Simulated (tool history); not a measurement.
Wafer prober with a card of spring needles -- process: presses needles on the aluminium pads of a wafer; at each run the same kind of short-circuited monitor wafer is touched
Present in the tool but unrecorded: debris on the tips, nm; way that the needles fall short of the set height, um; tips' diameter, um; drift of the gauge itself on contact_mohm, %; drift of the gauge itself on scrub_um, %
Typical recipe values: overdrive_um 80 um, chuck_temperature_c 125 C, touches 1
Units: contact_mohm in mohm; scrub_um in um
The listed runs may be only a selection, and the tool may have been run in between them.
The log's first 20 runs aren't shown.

run   hour  overdrive_um  chuck_temperature_c  touches  touches since the tips were cleaned  cleanings since the card got new needles  touches since the first contact's height was set  contact_mohm  scrub_um
     125.7  -- gauge calibrated
 21    130            66                   27        2                                 7010                                         9                                             92043           190     11.03
     135.6  -- tips cleaned on abrasive film
 22  135.8            97                   67        2                                   94                                        10                                             93904           194     16.25
 23  141.8            97                   67        2                                 2022                                        10                                             95832           195     16.22
 24  149.6            80                   62        1                                 4576                                        10                                             98386           194     13.39
 25  158.6            80                   62        1                                 7491                                        10                                            101301           195     13.32
     162.3  -- tips cleaned on abrasive film
 26  166.2            80                  102        1                                 1263                                        11                                            103757           200     13.34
 27  174.9            80                   28        1                                 4091                                        11                                            106585           183     13.32
 28  182.4            97                   28        1                                 6543                                        11                                            109037           184     16.13
     189.3  -- tips cleaned on abrasive film
 29  191.3            97                   28        1                                  641                                        12                                            111886           185     16.08
 30  196.3            97                   53        2                                 2267                                        12                                            113512           189     16.06

Each row is a separate what-if for the run after 30, all from the same tool condition, not one after another. Results?
  A  201.5            77                   53        2                                 3973                                        12                                            115218             ?         ?
  B  201.5            73                   48        2                                 3973                                        12                                            115218             ?         ?
  C  201.5            84                   53        3                                 3973                                        12                                            115218             ?         ?
  D  201.5            84                   53        3                                 3973                                        12                                            115218             ?         ?
  E  201.5            80                  125        1                                 3973                                        12                                            115218             ?         ?

run  contact_mohm  scrub_um
  A           189     12.76
  B           191     12.11
  C           192     13.92
  D           191     13.92
  E           203     13.27
Without the tool's unlogged condition, the same runs would have read:
run  contact_mohm  scrub_um
  A           189      12.9
  B           191     12.24
  C           192     14.07
  D           191     14.07
  E           203     13.41

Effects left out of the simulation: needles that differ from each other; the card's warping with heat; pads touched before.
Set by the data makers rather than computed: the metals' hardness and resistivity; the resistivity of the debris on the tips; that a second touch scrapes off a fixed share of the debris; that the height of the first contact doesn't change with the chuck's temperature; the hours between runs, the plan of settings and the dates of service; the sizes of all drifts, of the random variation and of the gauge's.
